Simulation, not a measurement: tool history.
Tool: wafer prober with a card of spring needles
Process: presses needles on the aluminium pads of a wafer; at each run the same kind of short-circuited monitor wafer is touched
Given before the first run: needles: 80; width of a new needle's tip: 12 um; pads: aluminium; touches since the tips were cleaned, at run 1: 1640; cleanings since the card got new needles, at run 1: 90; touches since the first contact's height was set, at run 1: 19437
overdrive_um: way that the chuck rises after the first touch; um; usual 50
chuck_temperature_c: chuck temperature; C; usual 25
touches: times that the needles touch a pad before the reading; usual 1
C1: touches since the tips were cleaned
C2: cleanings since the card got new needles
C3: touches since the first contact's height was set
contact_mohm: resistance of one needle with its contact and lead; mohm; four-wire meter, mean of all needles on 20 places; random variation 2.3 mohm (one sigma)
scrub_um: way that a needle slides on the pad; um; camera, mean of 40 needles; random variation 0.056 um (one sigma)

Run 1, hour 0.0: usual settings; C1 1640; C2 90; C3 19437. Result: contact_mohm 323 mohm, scrub_um 11.84 um.
At hour 18.3: tips cleaned on abrasive film.
Run 2, hour 36.4: usual settings; C1 3940; C2 91; C3 27332. Result: contact_mohm 341 mohm, scrub_um 11.91 um.
At hour 44.9: tips cleaned on abrasive film.
Run 3, hour 62.2: usual settings; C1 3757; C2 92; C3 32916. Result: contact_mohm 345 mohm, scrub_um 11.91 um.
At hour 71.0: tips cleaned on abrasive film.
At hour 96.5: tips cleaned on abrasive film.
Run 4, hour 96.8: usual settings; C1 72; C2 94; C3 40395. Result: contact_mohm 272 mohm, scrub_um 11.82 um.
At hour 122.8: tips cleaned on abrasive film.
At hour 148.9: tips cleaned on abrasive film.
Run 5, hour 152.1: usual settings; C1 688; C2 96; C3 52350. Result: contact_mohm 288 mohm, scrub_um 11.70 um.
At hour 173.5: tips cleaned on abrasive film.
At hour 198.6: tips cleaned on abrasive film.
Run 6, hour 210.6: usual settings; C1 2604; C2 98; C3 65021. Result: contact_mohm 339 mohm, scrub_um 11.70 um.
At hour 226.5: tips cleaned on abrasive film.
At hour 231.9: height of the first contact set anew.
At hour 253.5: tips cleaned on abrasive film.
Run 7, hour 260.3: usual settings; C1 1478; C2 100; C3 6148. Result: contact_mohm 312 mohm, scrub_um 11.52 um.
At hour 281.9: tips cleaned on abrasive film.
Run 8, hour 302.2: usual settings but overdrive_um 34 um; C1 4422; C2 101; C3 15231. Result: contact_mohm 459 mohm, scrub_um 7.63 um.
At hour 309.5: tips cleaned on abrasive film.
At hour 335.0: tips cleaned on abrasive film.
Run 9, hour 348.2: usual settings; C1 2865; C2 103; C3 25182. Result: contact_mohm 354 mohm, scrub_um 11.43 um.
At hour 359.0: tips cleaned on abrasive film.
At hour 383.1: tips cleaned on abrasive film.
Run 10, hour 385.7: usual settings; C1 566; C2 105; C3 33286. Result: contact_mohm 292 mohm, scrub_um 11.31 um.
At hour 408.2: tips cleaned on abrasive film.
Run 11, hour 410.4: usual settings; C1 482; C2 106; C3 38639. Result: contact_mohm 292 mohm, scrub_um 11.29 um.
At hour 432.4: tips cleaned on abrasive film.
Run 12, hour 447.7: usual settings but overdrive_um 69 um; C1 3308; C2 107; C3 46707. Result: contact_mohm 310 mohm, scrub_um 15.84 um.
At hour 456.6: tips cleaned on abrasive film.
At hour 480.2: tips cleaned on abrasive film.
Run 13, hour 500.1: usual settings but chuck_temperature_c 107 C; C1 4333; C2 109; C3 58061. Result: contact_mohm 382 mohm, scrub_um 11.25 um.
At hour 508.6: tips cleaned on abrasive film.
At hour 534.2: tips cleaned on abrasive film.
Run 14, hour 534.2: usual settings but chuck_temperature_c 107 C; C1 0; C2 111; C3 65414. Result: contact_mohm 294 mohm, scrub_um 11.15 um.
At hour 554.8: height of the first contact set anew.
At hour 558.0: tips cleaned on abrasive film.
At hour 570.9: height of the first contact set anew, once more.
At hour 582.3: tips cleaned on abrasive film.
Run 15, hour 582.3: usual settings but chuck_temperature_c 107 C; C1 0; C2 113; C3 2454. Result: contact_mohm 293 mohm, scrub_um 12.04 um.
At hour 608.2: tips cleaned on abrasive film.
At hour 632.6: tips cleaned on abrasive film.
Run 16, hour 632.6: usual settings but chuck_temperature_c 38 C, touches 3; C1 0; C2 115; C3 13355. Result: contact_mohm 270 mohm, scrub_um 11.92 um.
At hour 658.5: tips cleaned on abrasive film.
Run 17, hour 667.0: usual settings but overdrive_um 41 um, chuck_temperature_c 33 C; C1 1853; C2 116; C3 20808. Result: contact_mohm 353 mohm, scrub_um 9.70 um.
At hour 682.5: tips cleaned on abrasive film.
At hour 708.4: tips cleaned on abrasive film.
Run 18, hour 719.3: usual settings but chuck_temperature_c 99 C; C1 2373; C2 118; C3 32129. Result: contact_mohm 347 mohm, scrub_um 11.91 um.
At hour 731.9: tips cleaned on abrasive film.
At hour 756.9: tips cleaned on abrasive film.
Run 19, hour 771.0: usual settings but overdrive_um 40 um, chuck_temperature_c 39 C; C1 3064; C2 120; C3 43318. Result: contact_mohm 394 mohm, scrub_um 9.36 um.
At hour 780.9: tips cleaned on abrasive film.
At hour 808.5: tips cleaned on abrasive film.
Run 20, hour 825.7: usual settings but overdrive_um 30 um, chuck_temperature_c 39 C; C1 3735; C2 122; C3 55155. Result: contact_mohm 513 mohm, scrub_um 6.95 um.
At hour 833.9: tips cleaned on abrasive film.
At hour 860.0: tips cleaned on abrasive film.
Run 21, hour 865.5: usual settings but chuck_temperature_c 50 C; C1 1203; C2 124; C3 63771. Result: contact_mohm 319 mohm, scrub_um 11.69 um.
At hour 883.5: tips cleaned on abrasive film.
At hour 892.5: height of the first contact set anew.
At hour 910.2: tips cleaned on abrasive film.
Run 22, hour 923.6: usual settings but overdrive_um 33 um; C1 2921; C2 126; C3 6743. Result: contact_mohm 446 mohm, scrub_um 7.86 um.
At hour 935.8: tips cleaned on abrasive film.
At hour 960.4: tips cleaned on abrasive film.
Run 23, hour 968.8: usual settings but chuck_temperature_c 111 C; C1 1831; C2 128; C3 16527. Result: contact_mohm 342 mohm, scrub_um 11.91 um.
At hour 984.5: tips cleaned on abrasive film.
At hour 1012.3: tips cleaned on abrasive film.
Run 24, hour 1020.5: usual settings but overdrive_um 30 um, chuck_temperature_c 46 C; C1 1779; C2 130; C3 27712. Result: contact_mohm 442 mohm, scrub_um 7.03 um.
At hour 1039.8: tips cleaned on abrasive film.
At hour 1063.9: tips cleaned on abrasive film.
Run 25, hour 1078.1: usual settings but touches 2; C1 3077; C2 132; C3 40181. Result: contact_mohm 311 mohm, scrub_um 11.85 um.
At hour 1092.0: tips cleaned on abrasive film.
Run 26, hour 1104.3: usual settings but overdrive_um 32 um; C1 2669; C2 133; C3 45862. Result: contact_mohm 456 mohm, scrub_um 7.57 um.
At hour 1119.7: tips cleaned on abrasive film.
Run 27, hour 1141.5: usual settings but overdrive_um 63 um, chuck_temperature_c 28 C; C1 4736; C2 134; C3 53913. Result: contact_mohm 328 mohm, scrub_um 14.94 um.
At hour 1144.5: tips cleaned on abrasive film.
At hour 1171.1: tips cleaned on abrasive film.
Run 28, hour 1184.2: usual settings but overdrive_um 57 um, chuck_temperature_c 41 C; C1 2835; C2 136; C3 63153. Result: contact_mohm 331 mohm, scrub_um 13.53 um.
At hour 1196.5: tips cleaned on abrasive film.
Run 29, hour 1209.1: usual settings but overdrive_um 57 um, chuck_temperature_c 41 C; C1 2730; C2 137; C3 68545. Result: contact_mohm 333 mohm, scrub_um 13.51 um.
At hour 1215.3: height of the first contact set anew.
At hour 1220.6: tips cleaned on abrasive film.
At hour 1245.2: tips cleaned on abrasive film.
Run 30, hour 1255.3: usual settings but overdrive_um 57 um, chuck_temperature_c 34 C; C1 2201; C2 139; C3 8647. Result: contact_mohm 322 mohm, scrub_um 13.74 um.

Here are 4 independent what-if runs from the current tool condition. What would each one return?
At hour 1272.8: tips cleaned on abrasive film.
Run A, hour 1291.7: usual settings but overdrive_um 36 um; C1 4112; C2 140; C3 16535. Result: contact_mohm ?, scrub_um ?.
At hour 1272.8: tips cleaned on abrasive film.
Run B, hour 1291.7: usual settings but overdrive_um 34 um, chuck_temperature_c 34 C; C1 4112; C2 140; C3 16535. Result: contact_mohm ?, scrub_um ?.
At hour 1272.8: tips cleaned on abrasive film.
Run C, hour 1291.7: usual settings; C1 4112; C2 140; C3 16535. Result: contact_mohm ?, scrub_um ?.
At hour 1272.8: tips cleaned on abrasive film.
Run D, hour 1291.7: usual settings but overdrive_um 34 um, chuck_temperature_c 65 C, touches 2; C1 4112; C2 140; C3 16535. Result: contact_mohm ?, scrub_um ?.

run  contact_mohm  scrub_um
  A           456      8.60
  B           475      8.09
  C           359     11.97
  D           398      8.14
Had the tool no hidden state, the same runs would have come out as:
run  contact_mohm  scrub_um
  A           265      8.67
  B           268      8.15
  C           257     12.03
  D           277      8.20

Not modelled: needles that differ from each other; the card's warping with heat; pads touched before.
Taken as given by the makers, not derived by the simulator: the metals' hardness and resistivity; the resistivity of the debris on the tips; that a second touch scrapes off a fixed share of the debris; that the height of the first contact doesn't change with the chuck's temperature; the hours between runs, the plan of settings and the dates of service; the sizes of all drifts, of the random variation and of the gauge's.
